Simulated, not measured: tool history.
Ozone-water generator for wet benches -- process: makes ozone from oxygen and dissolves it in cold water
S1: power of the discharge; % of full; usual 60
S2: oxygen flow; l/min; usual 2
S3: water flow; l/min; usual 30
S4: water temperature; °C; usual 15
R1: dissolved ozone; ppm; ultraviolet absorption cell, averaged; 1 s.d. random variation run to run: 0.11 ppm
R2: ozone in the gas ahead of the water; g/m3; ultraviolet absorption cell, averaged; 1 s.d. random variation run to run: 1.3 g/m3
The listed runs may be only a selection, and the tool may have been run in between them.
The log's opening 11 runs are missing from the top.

run,hour,S1,S2,S3,S4,R1,R2
12,371.4,60,3.09,30,15,10,207.7
13,392.9,60,3.09,30,15,10.2,208.3
14,424.9,60,1.14,30,15,6.1,290.7
15,460.4,60,2,30,15,8.2,242.1
16,483.3,60,2,30,10,8.3,240.8
17,516,71,3.57,21,10,18.1,218.8
18,549.5,74,1.12,24,11,9,331
# hour 593.1: contactor cleaned
19,598.3,73,2,30,18,9.7,277.8
20,617.6,73,2,30,18,9.6,275.6
21,651.6,60,2,38,15,6.4,239.2
22,687.8,60,2,38,15,6.3,242.1
23,717.3,86,1.72,21,15,15.1,320.1
24,758.3,48,1.34,30,15,5.9,237.2
25,790.5,48,1.58,23,9,9.2,226.7
26,827.2,48,1.58,23,9,9.1,226.3
27,849.7,60,2,30,12,8.7,239
28,896,60,2,30,12,8.7,241.8
29,923.7,100,2,30,12,11.9,332.7
30,966.5,92,1.29,30,15,8.6,361.9
31,1001.7,45,2.25,27,17,8.2,190.9
32,1041.6,71,1.37,39,11,5.7,300.1

Here are 3 independent what-if runs from the current tool condition. What would each one return?
A,1087.7,65,1.35,39,7,?,?
B,1087.7,66,1.37,28,9,?,?
C,1087.7,57,1.37,20,13,?,?

run,R1,R2
A,5.2,286.2
B,8.2,288.8
C,10.8,264.2
What these runs would have given with no unlogged condition in the tool:
run,R1,R2
A,5.4,295.5
B,8.5,298.4
C,11.2,272.1

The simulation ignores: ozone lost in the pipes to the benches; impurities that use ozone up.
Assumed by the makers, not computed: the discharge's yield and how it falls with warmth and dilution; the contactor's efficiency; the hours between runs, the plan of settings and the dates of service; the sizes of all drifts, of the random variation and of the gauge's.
